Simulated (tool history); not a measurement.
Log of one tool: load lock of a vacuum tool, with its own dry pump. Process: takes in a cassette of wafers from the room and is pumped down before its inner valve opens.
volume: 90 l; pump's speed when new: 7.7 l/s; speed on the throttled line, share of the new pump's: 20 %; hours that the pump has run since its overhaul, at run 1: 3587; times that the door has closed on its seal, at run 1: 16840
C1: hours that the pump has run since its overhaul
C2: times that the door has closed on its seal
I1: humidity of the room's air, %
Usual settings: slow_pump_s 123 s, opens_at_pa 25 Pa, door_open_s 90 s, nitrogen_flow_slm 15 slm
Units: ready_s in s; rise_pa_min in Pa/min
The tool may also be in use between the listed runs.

run 1 hour=0.0 | slow_pump_s=123 opens_at_pa=25 door_open_s=90 nitrogen_flow_slm=15 | C1=3587 C2=16840 | I1=45.9 | ready_s=197.7 rise_pa_min=0.120
run 2 hour=135.5 | slow_pump_s=106 opens_at_pa=25 door_open_s=90 nitrogen_flow_slm=15 | C1=3722 C2=17045 | I1=41.6 | ready_s=185.5 rise_pa_min=0.119
run 3 hour=249.3 | slow_pump_s=106 opens_at_pa=25 door_open_s=90 nitrogen_flow_slm=15 | C1=3836 C2=17216 | I1=39.1 | ready_s=185.4 rise_pa_min=0.118
run 4 hour=373.7 | slow_pump_s=123 opens_at_pa=25 door_open_s=26 nitrogen_flow_slm=15 | C1=3960 C2=17404 | I1=44.0 | ready_s=201.2 rise_pa_min=0.120
run 5 hour=433.2 | slow_pump_s=123 opens_at_pa=25 door_open_s=26 nitrogen_flow_slm=15 | C1=4020 C2=17493 | I1=45.8 | ready_s=196.2 rise_pa_min=0.121
run 6 hour=491.5 | slow_pump_s=123 opens_at_pa=25 door_open_s=26 nitrogen_flow_slm=15 | C1=4078 C2=17581 | I1=46.8 | ready_s=200.7 rise_pa_min=0.117
run 7 hour=597.0 | slow_pump_s=123 opens_at_pa=25 door_open_s=26 nitrogen_flow_slm=15 | C1=4184 C2=17740 | I1=45.9 | ready_s=202.0 rise_pa_min=0.121
run 8 hour=724.1 | slow_pump_s=123 opens_at_pa=25 door_open_s=26 nitrogen_flow_slm=15 | C1=4311 C2=17932 | I1=46.0 | ready_s=198.1 rise_pa_min=0.124
run 9 hour=813.7 | slow_pump_s=103 opens_at_pa=25 door_open_s=26 nitrogen_flow_slm=15 | C1=4400 C2=18067 | I1=43.0 | ready_s=184.3 rise_pa_min=0.125
run 10 hour=895.7 | slow_pump_s=103 opens_at_pa=25 door_open_s=26 nitrogen_flow_slm=15 | C1=4482 C2=18190 | I1=41.9 | ready_s=183.5 rise_pa_min=0.116
run 11 hour=1027.0 | slow_pump_s=123 opens_at_pa=25 door_open_s=90 nitrogen_flow_slm=15 | C1=4614 C2=18388 | I1=41.3 | ready_s=197.8 rise_pa_min=0.132
run 12 hour=1139.5 | slow_pump_s=123 opens_at_pa=25 door_open_s=90 nitrogen_flow_slm=15 | C1=4726 C2=18558 | I1=46.9 | ready_s=199.2 rise_pa_min=0.135
run 13 hour=1270.5 | slow_pump_s=123 opens_at_pa=25 door_open_s=90 nitrogen_flow_slm=15 | C1=4857 C2=18755 | I1=48.5 | ready_s=197.1 rise_pa_min=0.143
run 14 hour=1379.3 | slow_pump_s=123 opens_at_pa=25 door_open_s=90 nitrogen_flow_slm=11 | C1=4966 C2=18919 | I1=46.3 | ready_s=201.9 rise_pa_min=0.144
run 15 hour=1444.8 | slow_pump_s=123 opens_at_pa=25 door_open_s=90 nitrogen_flow_slm=11 | C1=5031 C2=19018 | I1=45.1 | ready_s=200.8 rise_pa_min=0.142
run 16 hour=1510.5 | slow_pump_s=123 opens_at_pa=25 door_open_s=90 nitrogen_flow_slm=11 | C1=5097 C2=19117 | I1=45.1 | ready_s=200.7 rise_pa_min=0.144
run 17 hour=1640.5 | slow_pump_s=123 opens_at_pa=25 door_open_s=90 nitrogen_flow_slm=15 | C1=5227 C2=19313 | I1=44.2 | ready_s=199.4 rise_pa_min=0.139
run 18 hour=1764.7 | slow_pump_s=123 opens_at_pa=25 door_open_s=90 nitrogen_flow_slm=15 | C1=5351 C2=19500 | I1=44.7 | ready_s=199.5 rise_pa_min=0.134
run 19 hour=1828.6 | slow_pump_s=123 opens_at_pa=25 door_open_s=90 nitrogen_flow_slm=15 | C1=5415 C2=19596 | I1=48.7 | ready_s=199.8 rise_pa_min=0.147
run 20 hour=1922.0 | slow_pump_s=123 opens_at_pa=19 door_open_s=26 nitrogen_flow_slm=14 | C1=5509 C2=19737 | I1=47.7 | ready_s=203.4 rise_pa_min=0.144
run 21 hour=2029.6 | slow_pump_s=98 opens_at_pa=19 door_open_s=26 nitrogen_flow_slm=13 | C1=5616 C2=19899 | I1=43.4 | ready_s=184.7 rise_pa_min=0.144
run 22 hour=2133.3 | slow_pump_s=98 opens_at_pa=21 door_open_s=137 nitrogen_flow_slm=13 | C1=5720 C2=20056 | I1=44.6 | ready_s=182.3 rise_pa_min=0.156
run 23 hour=2245.6 | slow_pump_s=98 opens_at_pa=21 door_open_s=137 nitrogen_flow_slm=13 | C1=5832 C2=20225 | I1=45.2 | ready_s=183.2 rise_pa_min=0.158
run 24 hour=2306.8 | slow_pump_s=140 opens_at_pa=35 door_open_s=90 nitrogen_flow_slm=20 | C1=5894 C2=20317 | I1=45.2 | ready_s=208.8 rise_pa_min=0.149
run 25 hour=2388.7 | slow_pump_s=140 opens_at_pa=35 door_open_s=90 nitrogen_flow_slm=20 | C1=5975 C2=20441 | I1=43.6 | ready_s=211.4 rise_pa_min=0.143
run 26 hour=2465.7 | slow_pump_s=165 opens_at_pa=21 door_open_s=90 nitrogen_flow_slm=29 | C1=6052 C2=20557 | I1=45.7 | ready_s=236.5 rise_pa_min=0.143
run 27 hour=2531.8 | slow_pump_s=125 opens_at_pa=25 door_open_s=50 nitrogen_flow_slm=12 | C1=6119 C2=20656 | I1=44.4 | ready_s=201.6 rise_pa_min=0.152
run 28 hour=2659.0 | slow_pump_s=125 opens_at_pa=25 door_open_s=32 nitrogen_flow_slm=19 | C1=6246 C2=20848 | I1=43.9 | ready_s=200.9 rise_pa_min=0.145
run 29 hour=2760.2 | slow_pump_s=125 opens_at_pa=25 door_open_s=32 nitrogen_flow_slm=19 | C1=6347 C2=21000 | I1=48.2 | ready_s=203.9 rise_pa_min=0.151
run 30 hour=2823.9 | slow_pump_s=166 opens_at_pa=25 door_open_s=60 nitrogen_flow_slm=15 | C1=6411 C2=21096 | I1=45.9 | ready_s=235.2 rise_pa_min=0.162
run 31 hour=2915.1 | slow_pump_s=166 opens_at_pa=40 door_open_s=40 nitrogen_flow_slm=33 | C1=6502 C2=21234 | I1=45.1 | ready_s=228.3 rise_pa_min=0.147
run 32 hour=2982.1 | slow_pump_s=123 opens_at_pa=25 door_open_s=192 nitrogen_flow_slm=17 | C1=6569 C2=21335 | I1=45.9 | ready_s=202.5 rise_pa_min=0.159
run 33 hour=3114.0 | slow_pump_s=111 opens_at_pa=30 door_open_s=35 nitrogen_flow_slm=5 | C1=6701 C2=21534 | I1=47.3 | ready_s=190.7 rise_pa_min=0.162
run 34 hour=3190.4 | slow_pump_s=111 opens_at_pa=30 door_open_s=35 nitrogen_flow_slm=5 | C1=6777 C2=21649 | I1=43.5 | ready_s=190.6 rise_pa_min=0.166
run 35 hour=3252.9 | slow_pump_s=111 opens_at_pa=30 door_open_s=35 nitrogen_flow_slm=5 | C1=6840 C2=21743 | I1=44.0 | ready_s=190.2 rise_pa_min=0.169
run 36 hour=3333.8 | slow_pump_s=111 opens_at_pa=20 door_open_s=59 nitrogen_flow_slm=5 | C1=6921 C2=21865 | I1=48.4 | ready_s=194.4 rise_pa_min=0.175

5 ways to go on from here, each from the tool as it stands after run 36. What would each give?
run A hour=3458.4 | slow_pump_s=111 opens_at_pa=35 door_open_s=90 nitrogen_flow_slm=15 | C1=7045 C2=22053 | I1=46.5 | ready_s=? rise_pa_min=?
run B hour=3458.4 | slow_pump_s=206 opens_at_pa=25 door_open_s=96 nitrogen_flow_slm=15 | C1=7045 C2=22053 | I1=45.4 | ready_s=? rise_pa_min=?
run C hour=3458.4 | slow_pump_s=161 opens_at_pa=33 door_open_s=59 nitrogen_flow_slm=33 | C1=7045 C2=22053 | I1=46.1 | ready_s=? rise_pa_min=?
run D hour=3458.4 | slow_pump_s=165 opens_at_pa=28 door_open_s=90 nitrogen_flow_slm=15 | C1=7045 C2=22053 | I1=41.0 | ready_s=? rise_pa_min=?
run E hour=3458.4 | slow_pump_s=162 opens_at_pa=20 door_open_s=164 nitrogen_flow_slm=5 | C1=7045 C2=22053 | I1=44.7 | ready_s=? rise_pa_min=?

run=A ready_s=189.6 rise_pa_min=0.172
run=B ready_s=266.3 rise_pa_min=0.167
run=C ready_s=228.5 rise_pa_min=0.153
run=D ready_s=233.2 rise_pa_min=0.164
run=E ready_s=237.0 rise_pa_min=0.189
Without the tool's hidden state the same runs would have given:
run=A ready_s=184.2 rise_pa_min=0.032
run=B ready_s=262.1 rise_pa_min=0.028
run=C ready_s=223.9 rise_pa_min=0.013
run=D ready_s=228.5 rise_pa_min=0.025
run=E ready_s=231.9 rise_pa_min=0.049
